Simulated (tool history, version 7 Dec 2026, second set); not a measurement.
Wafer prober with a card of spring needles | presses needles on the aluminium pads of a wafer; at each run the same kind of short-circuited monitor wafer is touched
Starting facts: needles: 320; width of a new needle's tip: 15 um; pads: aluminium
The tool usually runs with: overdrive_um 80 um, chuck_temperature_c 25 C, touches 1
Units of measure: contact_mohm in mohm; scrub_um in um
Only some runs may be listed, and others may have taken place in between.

run	day	overdrive_um	chuck_temperature_c	touches	contact_mohm	scrub_um
1	0	80	25	1	262	10.222
# day 0.167: tips cleaned on abrasive film
2	0.417	80	25	2	176	10.225
# day 0.846: tips cleaned on abrasive film
3	0.975	80	25	2	167	10.209
4	1.325	80	25	3	172	10.217
# day 1.55: tips cleaned on abrasive film
5	1.779	80	25	3	156	10.198
# day 2.221: tips cleaned on abrasive film
6	2.342	91	25	1	174	11.582
7	2.767	91	25	1	240	11.597
# day 2.888: tips cleaned on abrasive film
8	3.046	91	25	1	179	11.608
# day 3.575: tips cleaned on abrasive film
9	3.65	91	25	1	164	11.586
10	4.204	91	25	1	251	11.604
# day 4.242: tips cleaned on abrasive film
11	4.675	80	25	1	264	10.166
# day 4.925: tips cleaned on abrasive film
12	5.183	80	25	2	187	10.165
# day 5.221: height of the first contact set anew
# day 5.621: tips cleaned on abrasive film
13	5.742	80	25	2	165	10.122
# day 6.3: tips cleaned on abrasive film
14	6.304	80	25	2	128	10.105
# day 6.617: height of the first contact set anew, once more
15	6.633	80	25	2	193	10.257
16	6.962	87	25	1	259	11.157
# day 7.012: tips cleaned on abrasive film
17	7.225	87	25	1	203	11.152
18	7.546	75	25	2	216	9.627
# day 7.679: tips cleaned on abrasive film
19	8.021	75	25	2	209	9.602
# day 8.367: tips cleaned on abrasive film
20	8.417	80	27	2	146	10.216
21	8.683	78	113	2	199	9.977
22	8.946	78	113	2	217	9.976
# day 9.046: tips cleaned on abrasive film
23	9.371	83	89	1	230	10.608
# day 9.742: tips cleaned on abrasive film
24	9.958	78	36	2	187	9.96
25	10.333	78	36	2	217	9.954

What will run 26 give?
# day 10.417: tips cleaned on abrasive film
26	10.925	80	25	1	?	?

Run 26 yielded contact_mohm 273 mohm, scrub_um 10.205 um.
With no hidden state in the tool, this same run would have given contact_mohm 116 mohm, scrub_um 10.257 um.
